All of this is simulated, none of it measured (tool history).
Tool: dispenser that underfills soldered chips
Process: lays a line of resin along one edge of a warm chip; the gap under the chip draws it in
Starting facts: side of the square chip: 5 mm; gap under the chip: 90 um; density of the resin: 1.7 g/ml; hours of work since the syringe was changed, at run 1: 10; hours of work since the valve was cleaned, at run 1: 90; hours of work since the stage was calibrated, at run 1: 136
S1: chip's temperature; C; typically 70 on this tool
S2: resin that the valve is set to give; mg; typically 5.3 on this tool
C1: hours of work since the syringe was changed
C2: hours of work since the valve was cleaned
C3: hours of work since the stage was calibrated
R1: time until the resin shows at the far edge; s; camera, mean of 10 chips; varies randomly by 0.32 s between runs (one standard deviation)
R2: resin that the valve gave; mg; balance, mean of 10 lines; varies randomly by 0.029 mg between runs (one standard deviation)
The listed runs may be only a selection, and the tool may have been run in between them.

| run | hour | S1 | S2 | C1 | C2 | C3 | R1 | R2 |
|---|---|---|---|---|---|---|---|---|
| 1 | 0 | 70 | 5.3 | 10 | 90 | 136 | 26.1 | 5.02 |
|  | 1.3 | new syringe of resin |
| 2 | 5.5 | 70 | 5.3 | 3 | 93 | 140 | 14.9 | 5.02 |
| 3 | 9.5 | 70 | 5.3 | 6 | 96 | 142 | 18.7 | 5.06 |
| 4 | 16.2 | 70 | 5.3 | 10 | 101 | 147 | 27.9 | 5.03 |
|  | 16.9 | new syringe of resin |
| 5 | 22.9 | 70 | 4.84 | 4 | 105 | 151 | 16.4 | 4.56 |
| 6 | 27.5 | 83 | 6.72 | 7 | 109 | 155 | 11.9 | 6.32 |
|  | 32.6 | new syringe of resin |
| 7 | 34.6 | 74 | 6.02 | 1 | 113 | 159 | 10.9 | 5.59 |
| 8 | 38.6 | 80 | 5.16 | 4 | 116 | 162 | 11.5 | 4.86 |
| 9 | 44.1 | 77 | 5.3 | 8 | 120 | 166 | 16.9 | 4.94 |
|  | 48.1 | new syringe of resin |
| 10 | 48.5 | 56 | 6.59 | 0 | 123 | 169 | 21.5 | 6.13 |

Selected run-to-run steps in R1, each split into two signed amounts: the part the tool would show with no hidden state at all (from settings, incoming material and random variation), and the remainder, which goes to the hidden state together with any gauge scatter not common to the measured and the hidden-state-free results:
Hidden conditions of the tool in this case: resin's viscosity, % of fresh resin's; dose that the valve gives, % of what is set; true chip temperature over the reading, C; drift of the gauge itself on fill_s, %; drift of the gauge itself on given_mg, %.
Run 1 -> 2: new syringe of resin. R1 -11.2 s: hidden state -11.6, all else +0.4.
Run 4 -> 5: S2 5.3 -> 4.84, new syringe of resin. R1 -11.5 s: hidden state -11.3, all else -0.2.

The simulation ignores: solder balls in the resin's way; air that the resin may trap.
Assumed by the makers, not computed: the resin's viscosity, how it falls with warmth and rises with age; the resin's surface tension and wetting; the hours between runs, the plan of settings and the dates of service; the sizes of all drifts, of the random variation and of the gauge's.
